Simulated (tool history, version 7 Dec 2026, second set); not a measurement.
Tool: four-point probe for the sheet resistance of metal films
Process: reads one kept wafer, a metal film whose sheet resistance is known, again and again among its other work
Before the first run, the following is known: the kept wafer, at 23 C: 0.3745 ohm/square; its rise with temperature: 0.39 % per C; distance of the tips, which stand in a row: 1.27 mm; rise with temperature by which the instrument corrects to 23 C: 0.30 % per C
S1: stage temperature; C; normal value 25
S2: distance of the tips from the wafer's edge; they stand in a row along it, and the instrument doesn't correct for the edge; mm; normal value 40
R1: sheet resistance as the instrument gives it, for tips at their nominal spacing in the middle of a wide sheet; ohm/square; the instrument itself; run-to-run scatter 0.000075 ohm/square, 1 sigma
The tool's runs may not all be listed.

| run | hour | S1 | S2 | R1 |
|---|---|---|---|---|
| 1 | 0 | 25 | 40 | 0.372173 |
| 2 | 48.7 | 29 | 40 | 0.373469 |
| 3 | 98.9 | 25 | 23 | 0.372453 |
| 4 | 154.7 | 25 | 28 | 0.372247 |
| 5 | 217.5 | 25 | 28 | 0.372078 |
| 6 | 285.5 | 25 | 28 | 0.371856 |
| 7 | 340.5 | 25 | 28 | 0.371862 |
| 8 | 404.3 | 25 | 28 | 0.371605 |
| 9 | 450.8 | 25 | 28 | 0.371712 |
| 10 | 516.3 | 25 | 28 | 0.371678 |
| 11 | 544.6 | 25 | 28 | 0.371654 |
| 12 | 608 | 25 | 28 | 0.371353 |
| 13 | 654.7 | 25 | 28 | 0.371509 |
| 14 | 708.1 | 25 | 28 | 0.371365 |
| 15 | 754.8 | 25 | 28 | 0.37124 |
| 16 | 807.5 | 25 | 28 | 0.371159 |
| 17 | 841 | 25 | 52 | 0.370924 |
| 18 | 885.5 | 25 | 52 | 0.370771 |
| 19 | 932.9 | 25 | 52 | 0.370734 |
|  | 939.1 | stage's thermometer calibrated |
| 20 | 978.1 | 25 | 40 | 0.371038 |
| 21 | 1018.4 | 25 | 16 | 0.371833 |
| 22 | 1057.1 | 33 | 40 | 0.373318 |
| 23 | 1108.8 | 33 | 40 | 0.373204 |
|  | 1123.2 | stage's thermometer calibrated, once more |
| 24 | 1173.6 | 29 | 6 | 0.3797 |
| 25 | 1228.2 | 30 | 3 | 0.403726 |
| 26 | 1290.7 | 25 | 40 | 0.369933 |
| 27 | 1336.1 | 25 | 40 | 0.369762 |
| 28 | 1399.3 | 18 | 56 | 0.36748 |
|  | 1428.7 | new probe head fitted |
| 29 | 1429.1 | 25 | 30 | 0.375383 |
| 30 | 1490.4 | 30 | 4 | 0.395899 |
| 31 | 1556.5 | 30 | 44 | 0.376679 |
| 32 | 1596.4 | 25 | 11 | 0.377409 |
| 33 | 1630.1 | 27 | 11 | 0.378188 |
| 34 | 1685.4 | 28 | 9 | 0.379631 |
| 35 | 1719.6 | 28 | 9 | 0.379419 |
| 36 | 1770.9 | 28 | 9 | 0.379509 |
| 37 | 1826.2 | 20 | 14 | 0.374554 |
| 38 | 1870.3 | 30 | 13 | 0.377695 |
| 39 | 1932.4 | 25 | 11 | 0.37698 |
| 40 | 1987.8 | 21 | 8 | 0.37781 |
| 41 | 2015.9 | 21 | 8 | 0.377907 |
| 42 | 2076.9 | 18 | 12 | 0.37414 |
| 43 | 2130.5 | 26 | 35 | 0.374649 |
| 44 | 2196.6 | 26 | 35 | 0.374438 |
| 45 | 2254.6 | 21 | 16 | 0.373876 |
| 46 | 2292.6 | 27 | 31 | 0.374746 |

Subtracting, for every run, the result it would have given without the tool's unlogged condition from the measured result gives the following. The same run-to-run variation enters both numbers; the gauge's scatter may not:
Hidden conditions of the tool in this case: inner tips' distance over the nominal, %; tips' flats over new ones', %; wafer's true temperature over the reading, C; drift of the gauge itself on sheet_ohm, %.
| run | R1 |
|---|---|
| 1 | -0.003113 |
| 2 | -0.0032 |
| 3 | -0.003272 |
| 4 | -0.003359 |
| 5 | -0.003457 |
| 6 | -0.00356 |
| 7 | -0.003637 |
| 8 | -0.003733 |
| 9 | -0.003798 |
| 10 | -0.003902 |
| 11 | -0.003944 |
| 12 | -0.004038 |
| 13 | -0.004102 |
| 14 | -0.004183 |
| 15 | -0.004253 |
| 16 | -0.004326 |
| 17 | -0.00438 |
| 18 | -0.004445 |
| 19 | -0.004527 |
| 20 | -0.004364 |
| 21 | -0.004434 |
| 22 | -0.004528 |
| 23 | -0.004616 |
| 24 | -0.005448 |
| 25 | -0.005849 |
| 26 | -0.005494 |
| 27 | -0.005566 |
| 28 | -0.005628 |
| 29 | -0.000028 |
| 30 | -0.000118 |
| 31 | -0.000215 |
| 32 | -0.000279 |
| 33 | -0.000332 |
| 34 | -0.000416 |
| 35 | -0.000475 |
| 36 | -0.000549 |
| 37 | -0.000633 |
| 38 | -0.000705 |
| 39 | -0.000799 |
| 40 | -0.00088 |
| 41 | -0.000923 |
| 42 | -0.001001 |
| 43 | -0.001093 |
| 44 | -0.001194 |
| 45 | -0.00128 |
| 46 | -0.001351 |

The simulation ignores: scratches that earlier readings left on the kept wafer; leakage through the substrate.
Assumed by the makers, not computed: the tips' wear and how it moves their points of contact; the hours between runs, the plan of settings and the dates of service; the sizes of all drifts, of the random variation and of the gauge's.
